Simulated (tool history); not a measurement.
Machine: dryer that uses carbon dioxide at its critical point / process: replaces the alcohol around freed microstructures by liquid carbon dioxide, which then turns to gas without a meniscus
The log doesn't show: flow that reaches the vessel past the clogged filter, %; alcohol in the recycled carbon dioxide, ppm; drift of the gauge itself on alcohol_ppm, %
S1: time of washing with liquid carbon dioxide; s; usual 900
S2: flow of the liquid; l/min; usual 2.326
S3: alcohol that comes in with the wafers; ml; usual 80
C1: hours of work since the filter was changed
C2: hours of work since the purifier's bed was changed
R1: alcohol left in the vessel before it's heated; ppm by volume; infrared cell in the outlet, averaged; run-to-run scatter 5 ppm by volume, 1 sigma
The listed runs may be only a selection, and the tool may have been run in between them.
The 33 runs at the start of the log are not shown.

| run | hour | S1 | S2 | S3 | C1 | C2 | R1 |
|---|---|---|---|---|---|---|---|
| 34 | 1679.5 | 600 | 2.326 | 111 | 188 | 166 | 554 |
| 35 | 1729.6 | 1380 | 2.050 | 76 | 226 | 204 | 91 |
| 36 | 1775.1 | 1380 | 3.510 | 47 | 260 | 238 | 99 |
| 37 | 1823.5 | 1380 | 3.510 | 47 | 296 | 275 | 99 |
| 38 | 1860.7 | 660 | 2.500 | 21 | 324 | 303 | 182 |
| 39 | 1890.3 | 960 | 2.050 | 80 | 347 | 325 | 213 |
| 40 | 1925.0 | 960 | 2.050 | 80 | 373 | 352 | 225 |
| 41 | 1973.9 | 600 | 2.050 | 50 | 410 | 388 | 621 |
| 42 | 2031.7 | 960 | 2.550 | 68 | 453 | 432 | 190 |
|  | 2072.3 | inlet filter changed |
| 43 | 2086.4 | 960 | 2.550 | 68 | 11 | 472 | 202 |

The next listed run, before its measurement:
| 44 | 2130.0 | 780 | 2.600 | 24 | 44 | 505 | ? |

Run 44 yielded R1 214 ppm by volume.
On a tool with no hidden condition, and with the same random variation, this run would have come out at R1 25 ppm by volume.
